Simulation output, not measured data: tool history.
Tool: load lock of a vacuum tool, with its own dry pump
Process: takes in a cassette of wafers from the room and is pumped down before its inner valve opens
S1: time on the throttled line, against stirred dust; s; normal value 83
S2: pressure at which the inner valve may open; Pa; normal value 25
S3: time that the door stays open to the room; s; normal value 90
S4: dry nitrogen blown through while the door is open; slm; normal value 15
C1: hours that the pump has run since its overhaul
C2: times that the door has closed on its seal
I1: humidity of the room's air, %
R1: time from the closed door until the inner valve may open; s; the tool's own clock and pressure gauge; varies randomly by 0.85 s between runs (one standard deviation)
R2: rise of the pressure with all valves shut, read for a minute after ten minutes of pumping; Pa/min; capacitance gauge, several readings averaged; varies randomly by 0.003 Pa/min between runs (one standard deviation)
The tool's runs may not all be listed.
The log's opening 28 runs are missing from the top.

Run 29, day 97.975: usual settings but S1 76 s, S3 32 s, S4 10 slm; C1 3166; C2 26165; I1 43.4. Result: R1 131.4 s, R2 0.144 Pa/min.
Run 30, day 100.612: usual settings but S1 61 s, S2 20 Pa, S3 32 s, S4 10 slm; C1 3229; C2 26476; I1 42.8. Result: R1 121.3 s, R2 0.148 Pa/min.
Run 31, day 104.346: usual settings but S2 22 Pa, S3 229 s; C1 3319; C2 26916; I1 43.5. Result: R1 136.7 s, R2 0.173 Pa/min.
Run 32, day 108.104: usual settings but S1 44 s, S4 7 slm; C1 3409; C2 27359; I1 44.7. Result: R1 106.3 s, R2 0.176 Pa/min.
Run 33, day 112.142: usual settings but S3 53 s, S4 7 slm; C1 3506; C2 27835; I1 42.5. Result: R1 136.9 s, R2 0.165 Pa/min.
Run 34, day 115.308: usual settings but S3 27 s; C1 3582; C2 28208; I1 44.9. Result: R1 136.7 s, R2 0.149 Pa/min.
Run 35, day 119.688: usual settings but S3 79 s; C1 3687; C2 28724; I1 47. Result: R1 136.2 s, R2 0.174 Pa/min.
Run 36, day 123.533: usual settings but S3 79 s; C1 3779; C2 29177; I1 46.3. Result: R1 135.6 s, R2 0.174 Pa/min.
Run 37, day 128.3: usual settings but S1 115 s, S3 79 s, S4 4 slm; C1 3894; C2 29739; I1 44.2. Result: R1 162 s, R2 0.202 Pa/min.

What if the next run were any one of these 4? Each begins from the tool's condition after run 37:
Run A, day 131.575: usual settings but S4 20 slm; C1 3972; C2 30125; I1 44.5. Result: R1 ?, R2 ?.
Run B, day 131.575: usual settings but S3 55 s, S4 6 slm; C1 3972; C2 30125; I1 43.2. Result: R1 ?, R2 ?.
Run C, day 131.575: usual settings but S1 115 s, S2 21 Pa, S3 79 s, S4 28 slm; C1 3972; C2 30125; I1 45.2. Result: R1 ?, R2 ?.
Run D, day 131.575: usual settings but S1 43 s, S3 77 s; C1 3972; C2 30125; I1 44.1. Result: R1 ?, R2 ?.

run     R1     R2
  A  138.8  0.177
  B  138.1  0.186
  C  163.6  0.169
  D    105  0.185
The same runs, with their run-to-run variation unchanged, on a tool lacking any hidden condition would have given:
run     R1     R2
  A    134  0.022
  B  133.4  0.031
  C  159.1  0.013
  D   99.5  0.029
